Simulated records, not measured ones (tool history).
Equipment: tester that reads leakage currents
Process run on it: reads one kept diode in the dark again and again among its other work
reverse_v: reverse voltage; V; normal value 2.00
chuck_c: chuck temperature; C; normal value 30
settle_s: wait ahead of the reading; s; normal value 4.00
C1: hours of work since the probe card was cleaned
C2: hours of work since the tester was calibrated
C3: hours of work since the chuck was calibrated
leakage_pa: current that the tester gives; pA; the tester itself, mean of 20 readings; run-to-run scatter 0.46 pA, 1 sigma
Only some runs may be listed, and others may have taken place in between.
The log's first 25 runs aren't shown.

run 26 day=60.929 | reverse_v=1.37 chuck_c=25 settle_s=8.18 | C1=1220 C2=1969 C3=254 | leakage_pa=87.34
run 27 day=63.229 | reverse_v=2.26 chuck_c=43 settle_s=6.95 | C1=1252 C2=2001 C3=286 | leakage_pa=406.60
run 28 day=65.921 | reverse_v=5.72 chuck_c=30 settle_s=1.63 | C1=1288 C2=2037 C3=322 | leakage_pa=244.64
run 29 day=68.917 | reverse_v=5.72 chuck_c=36 settle_s=5.29 | C1=1329 C2=2078 C3=363 | leakage_pa=377.12
run 30 day=71.083 | reverse_v=1.55 chuck_c=36 settle_s=5.29 | C1=1359 C2=2108 C3=393 | leakage_pa=211.15
run 31 day=74.100 | reverse_v=1.55 chuck_c=36 settle_s=5.29 | C1=1401 C2=2150 C3=435 | leakage_pa=211.96
run 32 day=76.854 | reverse_v=17.35 chuck_c=20 settle_s=3.31 | C1=1438 C2=2187 C3=472 | leakage_pa=199.87
run 33 day=79.662 | reverse_v=13.05 chuck_c=30 settle_s=4.00 | C1=1477 C2=2226 C3=511 | leakage_pa=361.58
run 34 day=82.704 | reverse_v=13.05 chuck_c=30 settle_s=4.00 | C1=1519 C2=2268 C3=553 | leakage_pa=362.22
run 35 day=84.975 | reverse_v=13.05 chuck_c=30 settle_s=4.00 | C1=1550 C2=2299 C3=584 | leakage_pa=364.08
run 36 day=88.171 | reverse_v=1.67 chuck_c=53 settle_s=4.00 | C1=1593 C2=2342 C3=628 | leakage_pa=710.67
run 37 day=90.900 | reverse_v=8.56 chuck_c=30 settle_s=4.00 | C1=1631 C2=2380 C3=665 | leakage_pa=302.65
run 38 day=93.638 | reverse_v=8.56 chuck_c=30 settle_s=4.00 | C1=1668 C2=2417 C3=702 | leakage_pa=303.23
run 39 day=96.838 | reverse_v=12.22 chuck_c=34 settle_s=0.50 | C1=1712 C2=2461 C3=746 | leakage_pa=477.64
run 40 day=99.754 | reverse_v=2.00 chuck_c=43 settle_s=9.75 | C1=1752 C2=2501 C3=786 | leakage_pa=398.58

Here are 3 independent what-if runs from the current tool condition. What would each one return?
run A day=101.438 | reverse_v=8.15 chuck_c=43 settle_s=0.45 | C1=1775 C2=2524 C3=809 | leakage_pa=?
run B day=101.438 | reverse_v=6.11 chuck_c=29 settle_s=1.49 | C1=1775 C2=2524 C3=809 | leakage_pa=?
run C day=101.438 | reverse_v=2.00 chuck_c=41 settle_s=9.75 | C1=1775 C2=2524 C3=809 | leakage_pa=?

run=A leakage_pa=746.43
run=B leakage_pa=241.96
run=C leakage_pa=347.61
Without the tool's hidden state the same runs would have given:
run=A leakage_pa=719.89
run=B leakage_pa=227.82
run=C leakage_pa=337.57
